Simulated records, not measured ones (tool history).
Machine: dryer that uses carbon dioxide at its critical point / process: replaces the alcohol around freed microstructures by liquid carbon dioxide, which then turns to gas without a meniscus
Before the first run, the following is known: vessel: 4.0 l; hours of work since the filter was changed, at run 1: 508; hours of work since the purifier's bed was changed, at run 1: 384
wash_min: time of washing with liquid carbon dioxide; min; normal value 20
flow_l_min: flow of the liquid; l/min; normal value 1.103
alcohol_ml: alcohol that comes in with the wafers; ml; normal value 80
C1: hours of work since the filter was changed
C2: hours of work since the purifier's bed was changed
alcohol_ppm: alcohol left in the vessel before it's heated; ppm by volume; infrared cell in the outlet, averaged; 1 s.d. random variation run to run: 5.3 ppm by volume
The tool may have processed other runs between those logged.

{"run": 1, "hour": 0.0, "wash_min": 20, "flow_l_min": 1.103, "alcohol_ml": 80, "C1": 508, "C2": 384, "alcohol_ppm": 320}
{"run": 2, "hour": 32.5, "wash_min": 20, "flow_l_min": 1.103, "alcohol_ml": 80, "C1": 523, "C2": 399, "alcohol_ppm": 343}
{"run": 3, "hour": 79.4, "wash_min": 20, "flow_l_min": 1.103, "alcohol_ml": 87, "C1": 545, "C2": 421, "alcohol_ppm": 376}
{"run": 4, "hour": 121.5, "wash_min": 20, "flow_l_min": 1.103, "alcohol_ml": 87, "C1": 565, "C2": 441, "alcohol_ppm": 401}
{"run": 5, "hour": 141.5, "wash_min": 20, "flow_l_min": 1.103, "alcohol_ml": 80, "C1": 575, "C2": 450, "alcohol_ppm": 378}
{"run": 6, "hour": 161.3, "wash_min": 20, "flow_l_min": 1.14, "alcohol_ml": 90, "C1": 584, "C2": 460, "alcohol_ppm": 371}
{"hour": 187.8, "done": "inlet filter changed"}
{"run": 7, "hour": 195.1, "wash_min": 21, "flow_l_min": 1.74, "alcohol_ml": 80, "C1": 3, "C2": 475, "alcohol_ppm": 156}
{"run": 8, "hour": 237.3, "wash_min": 20, "flow_l_min": 1.103, "alcohol_ml": 51, "C1": 23, "C2": 495, "alcohol_ppm": 224}

Run 9 has not been measured yet. What should we expect?
{"run": 9, "hour": 261.9, "wash_min": 20, "flow_l_min": 1.103, "alcohol_ml": 61, "C1": 35, "C2": 507, "alcohol_ppm": "?"}

Run 9 yielded alcohol_ppm 247 ppm by volume.
The same run, on a tool lacking any hidden state, would have yielded alcohol_ppm 82 ppm by volume.

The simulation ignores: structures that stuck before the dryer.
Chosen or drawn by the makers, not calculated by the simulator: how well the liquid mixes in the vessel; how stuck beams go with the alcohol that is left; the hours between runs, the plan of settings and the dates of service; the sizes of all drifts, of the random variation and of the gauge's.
